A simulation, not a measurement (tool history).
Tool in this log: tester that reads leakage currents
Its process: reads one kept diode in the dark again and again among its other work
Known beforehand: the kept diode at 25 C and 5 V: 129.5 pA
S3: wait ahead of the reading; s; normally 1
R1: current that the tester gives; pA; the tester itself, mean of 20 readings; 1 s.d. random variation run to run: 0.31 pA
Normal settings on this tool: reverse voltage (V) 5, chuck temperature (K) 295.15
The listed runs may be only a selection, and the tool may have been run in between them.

run 1 hour=0 | reverse_voltage_(V)=5 chuck_temperature_(K)=295.15 S3=1 | R1=107.42
run 2 hour=36.3 | reverse_voltage_(V)=5 chuck_temperature_(K)=295.15 S3=1 | R1=108.27
run 3 hour=59.4 | reverse_voltage_(V)=5 chuck_temperature_(K)=295.15 S3=1 | R1=108.84
run 4 hour=96 | reverse_voltage_(V)=5 chuck_temperature_(K)=295.15 S3=2.55 | R1=108.12
run 5 hour=115.9 | reverse_voltage_(V)=5 chuck_temperature_(K)=295.15 S3=2.55 | R1=108.58
run 6 hour=138.2 | reverse_voltage_(V)=5 chuck_temperature_(K)=295.15 S3=2.55 | R1=109.17
run 7 hour=174.3 | reverse_voltage_(V)=15.06 chuck_temperature_(K)=295.15 S3=1 | R1=174.02
run 8 hour=194.4 | reverse_voltage_(V)=5 chuck_temperature_(K)=295.15 S3=1 | R1=110.84
run 9 hour=230.4 | reverse_voltage_(V)=5 chuck_temperature_(K)=295.15 S3=1 | R1=111.63
run 10 hour=257.2 | reverse_voltage_(V)=5 chuck_temperature_(K)=295.15 S3=5.37 | R1=110.45
run 11 hour=293.3 | reverse_voltage_(V)=5 chuck_temperature_(K)=295.15 S3=1 | R1=111.7
run 12 hour=336.1 | reverse_voltage_(V)=5 chuck_temperature_(K)=295.15 S3=1 | R1=112.69
run 13 hour=367.4 | reverse_voltage_(V)=5 chuck_temperature_(K)=295.15 S3=0.4 | R1=115.37
run 14 hour=392.6 | reverse_voltage_(V)=5 chuck_temperature_(K)=295.15 S3=0.4 | R1=115.36
run 15 hour=412 | reverse_voltage_(V)=5 chuck_temperature_(K)=295.15 S3=1 | R1=113.41
run 16 hour=457.8 | reverse_voltage_(V)=5 chuck_temperature_(K)=295.15 S3=1 | R1=114.09
run 17 hour=502.5 | reverse_voltage_(V)=5 chuck_temperature_(K)=295.15 S3=1 | R1=115.33
run 18 hour=542.1 | reverse_voltage_(V)=5 chuck_temperature_(K)=302.15 S3=0.56 | R1=207.59
run 19 hour=585.8 | reverse_voltage_(V)=3.28 chuck_temperature_(K)=295.15 S3=3.87 | R1=97.98
run 20 hour=619.3 | reverse_voltage_(V)=4.45 chuck_temperature_(K)=295.15 S3=1 | R1=111.55
run 21 hour=640.6 | reverse_voltage_(V)=4.45 chuck_temperature_(K)=295.15 S3=1 | R1=111.81
run 22 hour=688.5 | reverse_voltage_(V)=8.49 chuck_temperature_(K)=293.15 S3=1 | R1=124.8
run 23 hour=714.8 | reverse_voltage_(V)=8.49 chuck_temperature_(K)=293.15 S3=1 | R1=125.16
run 24 hour=734.6 | reverse_voltage_(V)=5 chuck_temperature_(K)=306.15 S3=0.61 | R1=290.83
run 25 hour=770.4 | reverse_voltage_(V)=5 chuck_temperature_(K)=306.15 S3=0.61 | R1=293.03
run 26 hour=796.6 | reverse_voltage_(V)=5 chuck_temperature_(K)=306.15 S3=0.61 | R1=293.74
run 27 hour=816 | reverse_voltage_(V)=2.02 chuck_temperature_(K)=296.15 S3=1.87 | R1=91.49
run 28 hour=849.6 | reverse_voltage_(V)=4.65 chuck_temperature_(K)=332.15 S3=1 | R1=1951.3
run 29 hour=888.9 | reverse_voltage_(V)=4.65 chuck_temperature_(K)=322.15 S3=4.12 | R1=967.92
run 30 hour=925.5 | reverse_voltage_(V)=12.95 chuck_temperature_(K)=322.15 S3=0.99 | R1=1430.02
run 31 hour=967.6 | reverse_voltage_(V)=12.95 chuck_temperature_(K)=322.15 S3=0.99 | R1=1440.16
run 32 hour=1007.1 | reverse_voltage_(V)=2.68 chuck_temperature_(K)=295.15 S3=2.61 | R1=95.86
run 33 hour=1031.4 | reverse_voltage_(V)=5 chuck_temperature_(K)=309.15 S3=1 | R1=383.18
run 34 hour=1062.3 | reverse_voltage_(V)=5 chuck_temperature_(K)=309.15 S3=1 | R1=382.17

Consider 5 possible next runs. They are alternatives, not a sequence: every one starts from the tool as it was left by run 34. What does each give?
run A hour=1106.1 | reverse_voltage_(V)=1.51 chuck_temperature_(K)=319.15 S3=9.45 | R1=?
run B hour=1106.1 | reverse_voltage_(V)=5 chuck_temperature_(K)=309.15 S3=0.35 | R1=?
run C hour=1106.1 | reverse_voltage_(V)=19.74 chuck_temperature_(K)=304.15 S3=1.36 | R1=?
run D hour=1106.1 | reverse_voltage_(V)=5 chuck_temperature_(K)=300.15 S3=1 | R1=?
run E hour=1106.1 | reverse_voltage_(V)=6.07 chuck_temperature_(K)=323.15 S3=0.56 | R1=?

run=A R1=522.28
run=B R1=386.77
run=C R1=445.65
run=D R1=188.08
run=E R1=1178.36
With the hidden condition removed and each run's random variation left untouched, the same runs would have given:
run=A R1=449.74
run=B R1=326.71
run=C R1=360.95
run=D R1=154.94
run=E R1=1015.84
